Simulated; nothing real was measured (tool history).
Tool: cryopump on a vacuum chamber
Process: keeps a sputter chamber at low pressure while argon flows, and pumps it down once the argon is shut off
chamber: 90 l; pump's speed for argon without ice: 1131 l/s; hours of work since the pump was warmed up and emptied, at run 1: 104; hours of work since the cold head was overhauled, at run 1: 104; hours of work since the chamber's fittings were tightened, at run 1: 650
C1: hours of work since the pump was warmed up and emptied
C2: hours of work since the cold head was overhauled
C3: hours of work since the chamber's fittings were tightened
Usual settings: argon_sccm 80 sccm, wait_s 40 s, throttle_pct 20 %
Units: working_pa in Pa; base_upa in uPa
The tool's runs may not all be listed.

Run 1, hour 0.0: usual settings; C1 104; C2 104; C3 650. Result: working_pa 0.6005 Pa, base_upa 3.47 uPa.
Run 2, hour 17.1: usual settings; C1 113; C2 113; C3 659. Result: working_pa 0.5998 Pa, base_upa 3.43 uPa.
Run 3, hour 30.5: usual settings; C1 120; C2 120; C3 665. Result: working_pa 0.6067 Pa, base_upa 3.43 uPa.
Run 4, hour 39.5: usual settings; C1 124; C2 124; C3 670. Result: working_pa 0.6044 Pa, base_upa 3.40 uPa.
Run 5, hour 48.0: usual settings but argon_sccm 93 sccm; C1 129; C2 129; C3 674. Result: working_pa 0.7001 Pa, base_upa 3.48 uPa.
Run 6, hour 58.2: usual settings; C1 134; C2 134; C3 680. Result: working_pa 0.6006 Pa, base_upa 3.45 uPa.
Run 7, hour 71.6: usual settings; C1 141; C2 141; C3 686. Result: working_pa 0.6058 Pa, base_upa 3.49 uPa.
Run 8, hour 86.4: usual settings; C1 148; C2 148; C3 694. Result: working_pa 0.6059 Pa, base_upa 3.51 uPa.
Run 9, hour 102.2: usual settings; C1 156; C2 156; C3 702. Result: working_pa 0.6042 Pa, base_upa 3.39 uPa.
Run 10, hour 121.2: usual settings; C1 166; C2 166; C3 712. Result: working_pa 0.6068 Pa, base_upa 3.39 uPa.
Run 11, hour 134.5: usual settings; C1 173; C2 173; C3 719. Result: working_pa 0.6042 Pa, base_upa 3.41 uPa.
Run 12, hour 153.5: usual settings; C1 183; C2 183; C3 728. Result: working_pa 0.6020 Pa, base_upa 3.45 uPa.
Run 13, hour 162.0: usual settings but wait_s 157 s; C1 187; C2 187; C3 733. Result: working_pa 0.6054 Pa, base_upa 1.22 uPa.
Run 14, hour 176.6: usual settings but wait_s 157 s; C1 195; C2 195; C3 740. Result: working_pa 0.5996 Pa, base_upa 1.26 uPa.
Run 15, hour 195.0: usual settings but wait_s 157 s; C1 204; C2 204; C3 750. Result: working_pa 0.6012 Pa, base_upa 1.20 uPa.
Run 16, hour 208.7: usual settings but throttle_pct 31 %; C1 211; C2 211; C3 757. Result: working_pa 0.3924 Pa, base_upa 3.41 uPa.
Run 17, hour 225.3: usual settings; C1 219; C2 219; C3 765. Result: working_pa 0.6024 Pa, base_upa 3.52 uPa.
Run 18, hour 240.4: usual settings; C1 227; C2 227; C3 773. Result: working_pa 0.6009 Pa, base_upa 3.41 uPa.
Run 19, hour 254.2: usual settings but argon_sccm 115 sccm, wait_s 77 s; C1 234; C2 234; C3 780. Result: working_pa 0.8684 Pa, base_upa 2.04 uPa.
Run 20, hour 262.2: usual settings but argon_sccm 145 sccm, wait_s 23 s, throttle_pct 39 %; C1 238; C2 238; C3 784. Result: working_pa 0.5700 Pa, base_upa 5.65 uPa.
Run 21, hour 280.2: usual settings but argon_sccm 57 sccm, wait_s 30 s; C1 248; C2 248; C3 793. Result: working_pa 0.4313 Pa, base_upa 4.47 uPa.
Run 22, hour 294.7: usual settings but argon_sccm 57 sccm, wait_s 30 s; C1 255; C2 255; C3 801. Result: working_pa 0.4326 Pa, base_upa 4.48 uPa.
Run 23, hour 304.5: usual settings but argon_sccm 93 sccm, wait_s 180 s, throttle_pct 23 %; C1 260; C2 260; C3 806. Result: working_pa 0.6129 Pa, base_upa 1.15 uPa.
Run 24, hour 318.2: usual settings but argon_sccm 159 sccm, wait_s 177 s, throttle_pct 35 %; C1 267; C2 267; C3 813. Result: working_pa 0.6967 Pa, base_upa 1.18 uPa.
Run 25, hour 330.1: usual settings but argon_sccm 159 sccm, wait_s 177 s, throttle_pct 35 %; C1 273; C2 273; C3 819. Result: working_pa 0.6987 Pa, base_upa 1.19 uPa.
Run 26, hour 345.6: usual settings but argon_sccm 159 sccm, wait_s 177 s, throttle_pct 35 %; C1 281; C2 281; C3 827. Result: working_pa 0.6998 Pa, base_upa 1.20 uPa.
Run 27, hour 360.9: usual settings but argon_sccm 159 sccm, wait_s 177 s, throttle_pct 35 %; C1 289; C2 289; C3 835. Result: working_pa 0.6989 Pa, base_upa 1.18 uPa.
Run 28, hour 369.0: usual settings but argon_sccm 159 sccm, wait_s 177 s, throttle_pct 35 %; C1 293; C2 293; C3 839. Result: working_pa 0.6998 Pa, base_upa 1.19 uPa.
Run 29, hour 385.0: usual settings but wait_s 186 s, throttle_pct 33 %; C1 301; C2 301; C3 847. Result: working_pa 0.3718 Pa, base_upa 1.14 uPa.
Run 30, hour 396.5: usual settings but argon_sccm 71 sccm, wait_s 186 s, throttle_pct 33 %; C1 307; C2 307; C3 853. Result: working_pa 0.3331 Pa, base_upa 1.16 uPa.
Run 31, hour 407.8: usual settings but wait_s 21 s, throttle_pct 28 %; C1 313; C2 313; C3 859. Result: working_pa 0.4402 Pa, base_upa 6.22 uPa.
Run 32, hour 427.7: usual settings but argon_sccm 39 sccm, wait_s 98 s; C1 323; C2 323; C3 869. Result: working_pa 0.2983 Pa, base_upa 1.77 uPa.
Run 33, hour 444.6: usual settings but argon_sccm 110 sccm, wait_s 37 s, throttle_pct 43 %; C1 332; C2 332; C3 877. Result: working_pa 0.3978 Pa, base_upa 3.73 uPa.
Run 34, hour 454.2: usual settings but argon_sccm 112 sccm, wait_s 25 s, throttle_pct 27 %; C1 337; C2 337; C3 882. Result: working_pa 0.6367 Pa, base_upa 5.36 uPa.

Hidden state or all else? Some run-to-run changes of working_pa, split into what the settings, what came in and random variation would give without the hidden state, and what is left for the hidden state (with any gauge scatter that isn't in both results):
The hidden state here: pump's speed, % of a pump's without ice; cold plate's temperature, K; leak into the chamber, uPa l/s; drift of the gauge itself on working_pa, %; drift of the gauge itself on base_upa, %.
Run 18 -> 19: argon_sccm 80 -> 115, wait_s 40 -> 77. working_pa +0.2675 Pa: hidden state +0.0038, all else +0.2637.
Run 19 -> 20: argon_sccm 115 -> 145, wait_s 77 -> 23, throttle_pct 20 -> 39. working_pa -0.2984 Pa: hidden state +0.0034, all else -0.3018.
Run 20 -> 21: argon_sccm 145 -> 57, wait_s 23 -> 30, throttle_pct 39 -> 20. working_pa -0.1387 Pa: hidden state -0.0089, all else -0.1298.
Run 28 -> 29: argon_sccm 159 -> 80, wait_s 177 -> 186, throttle_pct 35 -> 33. working_pa -0.3280 Pa: hidden state -0.0098, all else -0.3182.
Run 32 -> 33: argon_sccm 39 -> 110, wait_s 98 -> 37, throttle_pct 20 -> 43. working_pa +0.0995 Pa: hidden state +0.0106, all else +0.0889.
